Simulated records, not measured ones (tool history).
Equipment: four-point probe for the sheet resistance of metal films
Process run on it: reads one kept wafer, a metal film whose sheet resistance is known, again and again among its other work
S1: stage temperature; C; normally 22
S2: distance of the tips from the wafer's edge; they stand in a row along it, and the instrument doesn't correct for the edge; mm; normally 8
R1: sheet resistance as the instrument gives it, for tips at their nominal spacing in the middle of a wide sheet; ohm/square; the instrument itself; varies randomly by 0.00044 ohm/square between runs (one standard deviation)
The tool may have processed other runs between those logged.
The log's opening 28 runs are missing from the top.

run 29 hour=1561.2 | S1=21 S2=16 | R1=2.165985
run 30 hour=1591.3 | S1=18 S2=24 | R1=2.163480
run 31 hour=1647.7 | S1=18 S2=24 | R1=2.163643
run 32 hour=1676.3 | S1=32 S2=14 | R1=2.163706
run 33 hour=1729.1 | S1=30 S2=8 | R1=2.183543
run 34 hour=1766.6 | S1=30 S2=8 | R1=2.184301
run 35 hour=1829.9 | S1=30 S2=8 | R1=2.185062
run 36 hour=1878.1 | S1=30 S2=6 | R1=2.206711
run 37 hour=1937.9 | S1=19 S2=20 | R1=2.166020
run 38 hour=1971.4 | S1=19 S2=20 | R1=2.165736
run 39 hour=2035.9 | S1=29 S2=34 | R1=2.158279
run 40 hour=2105.0 | S1=29 S2=34 | R1=2.159001
run 41 hour=2156.6 | S1=22 S2=7 | R1=2.197909
run 42 hour=2226.2 | S1=19 S2=7 | R1=2.200348
run 43 hour=2262.6 | S1=22 S2=41 | R1=2.161699
run 44 hour=2314.3 | S1=22 S2=34 | R1=2.163057
run 45 hour=2356.3 | S1=18 S2=5 | R1=2.235200

3 ways to go on from here, each from the tool as it stands after run 45. What would each give?
run A hour=2414.9 | S1=26 S2=36 | R1=?
run B hour=2414.9 | S1=26 S2=8 | R1=?
run C hour=2414.9 | S1=22 S2=7 | R1=?

run=A R1=2.160720
run=B R1=2.187607
run=C R1=2.198603
Without the tool's hidden state the same runs would have given:
run=A R1=2.152010
run=B R1=2.178796
run=C R1=2.189730

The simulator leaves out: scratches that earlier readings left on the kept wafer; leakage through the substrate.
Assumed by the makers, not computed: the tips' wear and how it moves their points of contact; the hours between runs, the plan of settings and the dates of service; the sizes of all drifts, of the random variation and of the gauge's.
